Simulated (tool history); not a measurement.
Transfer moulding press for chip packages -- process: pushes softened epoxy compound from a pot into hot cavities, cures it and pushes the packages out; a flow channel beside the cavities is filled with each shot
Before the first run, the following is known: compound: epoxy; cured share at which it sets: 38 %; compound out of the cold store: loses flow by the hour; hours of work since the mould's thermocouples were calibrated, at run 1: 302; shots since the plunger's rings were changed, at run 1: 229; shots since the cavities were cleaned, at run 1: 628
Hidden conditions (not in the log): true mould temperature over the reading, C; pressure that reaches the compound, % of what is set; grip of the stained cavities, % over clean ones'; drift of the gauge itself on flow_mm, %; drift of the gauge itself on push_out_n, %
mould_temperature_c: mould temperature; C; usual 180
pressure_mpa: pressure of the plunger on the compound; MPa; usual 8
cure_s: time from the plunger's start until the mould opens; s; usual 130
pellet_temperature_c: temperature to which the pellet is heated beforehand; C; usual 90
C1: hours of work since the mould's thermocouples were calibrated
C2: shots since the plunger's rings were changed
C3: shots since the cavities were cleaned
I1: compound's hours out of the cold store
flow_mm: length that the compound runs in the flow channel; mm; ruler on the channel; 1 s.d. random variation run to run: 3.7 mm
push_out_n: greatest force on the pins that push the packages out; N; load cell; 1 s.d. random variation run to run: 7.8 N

{"run": 1, "hour": 0.0, "mould_temperature_c": 180, "pressure_mpa": 8, "cure_s": 130, "pellet_temperature_c": 90, "C1": 302, "C2": 229, "C3": 628, "I1": 34.1, "flow_mm": 796, "push_out_n": 598}
{"run": 2, "hour": 7.1, "mould_temperature_c": 180, "pressure_mpa": 8, "cure_s": 130, "pellet_temperature_c": 90, "C1": 306, "C2": 304, "C3": 703, "I1": 29, "flow_mm": 807, "push_out_n": 613}
{"run": 3, "hour": 16.5, "mould_temperature_c": 188, "pressure_mpa": 8, "cure_s": 130, "pellet_temperature_c": 90, "C1": 313, "C2": 404, "C3": 803, "I1": 20.4, "flow_mm": 820, "push_out_n": 515}
{"run": 4, "hour": 24.7, "mould_temperature_c": 188, "pressure_mpa": 8, "cure_s": 130, "pellet_temperature_c": 90, "C1": 318, "C2": 491, "C3": 890, "I1": 26.9, "flow_mm": 801, "push_out_n": 521}
{"run": 5, "hour": 30.3, "mould_temperature_c": 188, "pressure_mpa": 8, "cure_s": 130, "pellet_temperature_c": 90, "C1": 322, "C2": 550, "C3": 949, "I1": 32.4, "flow_mm": 778, "push_out_n": 521}
{"hour": 38.2, "done": "mould's thermocouples calibrated"}
{"run": 6, "hour": 44.5, "mould_temperature_c": 180, "pressure_mpa": 8, "cure_s": 130, "pellet_temperature_c": 90, "C1": 4, "C2": 679, "C3": 1078, "I1": 25, "flow_mm": 814, "push_out_n": 657}
{"hour": 50.1, "done": "cavities cleaned with cleaning compound and waxed"}
{"run": 7, "hour": 51.7, "mould_temperature_c": 180, "pressure_mpa": 8, "cure_s": 130, "pellet_temperature_c": 90, "C1": 8, "C2": 739, "C3": 17, "I1": 9.3, "flow_mm": 878, "push_out_n": 339}
{"run": 8, "hour": 63.4, "mould_temperature_c": 180, "pressure_mpa": 8.43, "cure_s": 130, "pellet_temperature_c": 90, "C1": 16, "C2": 863, "C3": 141, "I1": 46.4, "flow_mm": 766, "push_out_n": 408}
{"run": 9, "hour": 72.0, "mould_temperature_c": 180, "pressure_mpa": 8.43, "cure_s": 130, "pellet_temperature_c": 90, "C1": 22, "C2": 954, "C3": 232, "I1": 12.6, "flow_mm": 875, "push_out_n": 464}
{"run": 10, "hour": 84.0, "mould_temperature_c": 186, "pressure_mpa": 8.43, "cure_s": 130, "pellet_temperature_c": 90, "C1": 30, "C2": 1081, "C3": 359, "I1": 27, "flow_mm": 817, "push_out_n": 413}
{"run": 11, "hour": 94.8, "mould_temperature_c": 186, "pressure_mpa": 8.43, "cure_s": 130, "pellet_temperature_c": 90, "C1": 37, "C2": 1195, "C3": 473, "I1": 15.4, "flow_mm": 856, "push_out_n": 455}
{"run": 12, "hour": 106.2, "mould_temperature_c": 186, "pressure_mpa": 8.43, "cure_s": 130, "pellet_temperature_c": 90, "C1": 45, "C2": 1316, "C3": 594, "I1": 28.4, "flow_mm": 802, "push_out_n": 461}
{"run": 13, "hour": 115.3, "mould_temperature_c": 186, "pressure_mpa": 8.43, "cure_s": 130, "pellet_temperature_c": 90, "C1": 51, "C2": 1412, "C3": 690, "I1": 34.9, "flow_mm": 784, "push_out_n": 502}
{"run": 14, "hour": 125.4, "mould_temperature_c": 186, "pressure_mpa": 8.43, "cure_s": 130, "pellet_temperature_c": 90, "C1": 57, "C2": 1518, "C3": 796, "I1": 13.7, "flow_mm": 853, "push_out_n": 523}
{"run": 15, "hour": 132.3, "mould_temperature_c": 186, "pressure_mpa": 8.43, "cure_s": 130, "pellet_temperature_c": 90, "C1": 62, "C2": 1592, "C3": 870, "I1": 33, "flow_mm": 785, "push_out_n": 521}
{"run": 16, "hour": 141.5, "mould_temperature_c": 186, "pressure_mpa": 8.43, "cure_s": 130, "pellet_temperature_c": 90, "C1": 68, "C2": 1689, "C3": 967, "I1": 28.5, "flow_mm": 795, "push_out_n": 553}
{"run": 17, "hour": 151.1, "mould_temperature_c": 186, "pressure_mpa": 8.43, "cure_s": 130, "pellet_temperature_c": 90, "C1": 75, "C2": 1791, "C3": 1069, "I1": 34.6, "flow_mm": 776, "push_out_n": 544}
{"hour": 158.2, "done": "cavities cleaned with cleaning compound and waxed"}
{"run": 18, "hour": 159.6, "mould_temperature_c": 186, "pressure_mpa": 7.2, "cure_s": 130, "pellet_temperature_c": 90, "C1": 79, "C2": 1865, "C3": 16, "I1": 18.9, "flow_mm": 766, "push_out_n": 285}
{"run": 19, "hour": 169.4, "mould_temperature_c": 176, "pressure_mpa": 9.43, "cure_s": 130, "pellet_temperature_c": 90, "C1": 86, "C2": 1968, "C3": 119, "I1": 30.4, "flow_mm": 860, "push_out_n": 473}
{"run": 20, "hour": 182.5, "mould_temperature_c": 176, "pressure_mpa": 9.43, "cure_s": 130, "pellet_temperature_c": 93, "C1": 95, "C2": 2107, "C3": 258, "I1": 38.8, "flow_mm": 825, "push_out_n": 566}
{"run": 21, "hour": 191.1, "mould_temperature_c": 175, "pressure_mpa": 8.82, "cure_s": 137, "pellet_temperature_c": 90, "C1": 101, "C2": 2198, "C3": 349, "I1": 15.4, "flow_mm": 881, "push_out_n": 610}
{"run": 22, "hour": 196.9, "mould_temperature_c": 180, "pressure_mpa": 7.04, "cure_s": 114, "pellet_temperature_c": 90, "C1": 105, "C2": 2259, "C3": 410, "I1": 26.7, "flow_mm": 740, "push_out_n": 662}
{"run": 23, "hour": 207.9, "mould_temperature_c": 176, "pressure_mpa": 7.04, "cure_s": 164, "pellet_temperature_c": 97, "C1": 112, "C2": 2375, "C3": 526, "I1": 10.2, "flow_mm": 804, "push_out_n": 512}
{"run": 24, "hour": 220.0, "mould_temperature_c": 178, "pressure_mpa": 7.04, "cure_s": 164, "pellet_temperature_c": 97, "C1": 120, "C2": 2503, "C3": 654, "I1": 16.5, "flow_mm": 779, "push_out_n": 484}
{"run": 25, "hour": 228.2, "mould_temperature_c": 172, "pressure_mpa": 8.36, "cure_s": 130, "pellet_temperature_c": 90, "C1": 126, "C2": 2590, "C3": 741, "I1": 17, "flow_mm": 858, "push_out_n": 1057}
{"run": 26, "hour": 235.6, "mould_temperature_c": 172, "pressure_mpa": 6.14, "cure_s": 130, "pellet_temperature_c": 91, "C1": 131, "C2": 2668, "C3": 819, "I1": 42.9, "flow_mm": 661, "push_out_n": 950}
{"run": 27, "hour": 243.2, "mould_temperature_c": 172, "pressure_mpa": 6.14, "cure_s": 130, "pellet_temperature_c": 91, "C1": 136, "C2": 2749, "C3": 900, "I1": 24.3, "flow_mm": 707, "push_out_n": 1031}
{"run": 28, "hour": 255.7, "mould_temperature_c": 172, "pressure_mpa": 8.07, "cure_s": 130, "pellet_temperature_c": 85, "C1": 144, "C2": 2882, "C3": 1033, "I1": 32.4, "flow_mm": 785, "push_out_n": 1041}
{"hour": 265.9, "done": "cavities cleaned with cleaning compound and waxed"}
{"run": 29, "hour": 267.0, "mould_temperature_c": 180, "pressure_mpa": 8, "cure_s": 156, "pellet_temperature_c": 94, "C1": 151, "C2": 2985, "C3": 12, "I1": 22.1, "flow_mm": 785, "push_out_n": 270}

What differs in the tool's unlogged condition from the final listed run ahead of each entry between runs to the first listed run following it?
Between runs 5 and 6: mould's thermocouples calibrated (hour 38.2)
  true mould temperature over the reading, C: -0.51 -> 0.2; pressure that reaches the compound, % of what is set: 97.57 -> 97.11; grip of the stained cavities, % over clean ones': 104.4 -> 109.9
  difference, measured minus the result without the unlogged condition, flow_mm: -8 -> -13 mm; push_out_n: +268 -> +341 N
Between runs 6 and 7: cavities cleaned with cleaning compound and waxed (hour 50.1)
  pressure that reaches the compound, % of what is set: 97.11 -> 96.88; grip of the stained cavities, % over clean ones': 109.9 -> 4.7
  difference, measured minus the result without the unlogged condition, flow_mm: -13 -> -15 mm; push_out_n: +341 -> +12 N
Between runs 17 and 18: cavities cleaned with cleaning compound and waxed (hour 158.2)
  pressure that reaches the compound, % of what is set: 93.14 -> 92.89; grip of the stained cavities, % over clean ones': 110.1 -> 3.8
  difference, measured minus the result without the unlogged condition, flow_mm: -28 -> -29 mm; push_out_n: +287 -> +10 N
Between runs 28 and 29: cavities cleaned with cleaning compound and waxed (hour 265.9)
  pressure that reaches the compound, % of what is set: 89.11 -> 88.72; grip of the stained cavities, % over clean ones': 108.4 -> 3.2
  difference, measured minus the result without the unlogged condition, flow_mm: -47 -> -48 mm; push_out_n: +543 -> +8 N

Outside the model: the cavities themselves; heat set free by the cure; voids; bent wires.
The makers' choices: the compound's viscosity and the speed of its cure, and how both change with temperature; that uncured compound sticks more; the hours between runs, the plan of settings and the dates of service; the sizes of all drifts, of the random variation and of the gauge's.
